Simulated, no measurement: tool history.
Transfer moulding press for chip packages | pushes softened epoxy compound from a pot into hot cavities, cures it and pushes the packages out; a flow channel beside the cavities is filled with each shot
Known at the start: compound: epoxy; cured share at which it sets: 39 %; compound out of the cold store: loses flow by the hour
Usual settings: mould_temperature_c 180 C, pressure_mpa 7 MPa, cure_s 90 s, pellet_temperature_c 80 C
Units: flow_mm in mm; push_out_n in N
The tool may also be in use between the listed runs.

run   hour  mould_temperature_c  pressure_mpa  cure_s  pellet_temperature_c  incoming compound's hours out of the cold store  flow_mm  push_out_n
  1      0                  180             7      90                    80                                             18.2      527         275
      17.9  -- cavities cleaned with cleaning compound and waxed
  2   18.2                  180             7      90                    80                                             29.2      510         263
  3   33.2                  180             7      90                    80                                             46.8      477         253
  4     43                  180             7      90                    80                                               44      479         252
  5   51.2                  180             7      77                    80                                             38.5      491         392
      56.6  -- plunger's sealing rings changed
      58.1  -- cavities cleaned with cleaning compound and waxed
  6   62.6                  180             7      77                    80                                             31.9      502         371
  7   72.4                  180             7      77                    80                                             40.8      490         372
  8   83.4                  180             7      77                    80                                             43.1      481         370
  9   93.5                  180          7.62      81                    76                                             30.2      535         342
      96.4  -- cavities cleaned with cleaning compound and waxed
 10    112                  180          7.62      81                    76                                             22.2      538         348
 11  125.5                  180             7      90                    84                                               13      536         280
     133.8  -- cavities cleaned with cleaning compound and waxed
 12  140.2                  179             7      89                    80                                             40.2      490         284
 13  150.5                  187             7      90                    73                                             19.9      518         205
 14  158.1                  180          6.52     126                    84                                             32.4      484         186
       171  -- cavities cleaned with cleaning compound and waxed
 15  175.5                  178          6.45     115                    89                                             45.4      463         205

3 ways to go on from here, each from the tool as it stands after run 15. What would each give?
  A  184.6                  180           7.8     109                    87                                             47.3        ?           ?
  B  184.6                  186          6.45     109                    70                                             32.4        ?           ?
  C  184.6                  183             7      86                    80                                             22.7        ?           ?

run  flow_mm  push_out_n
  A      501         203
  B      475         190
  C      517         256
Without the tool's hidden state the same runs would have given:
run  flow_mm  push_out_n
  A      501         201
  B      476         188
  C      517         254
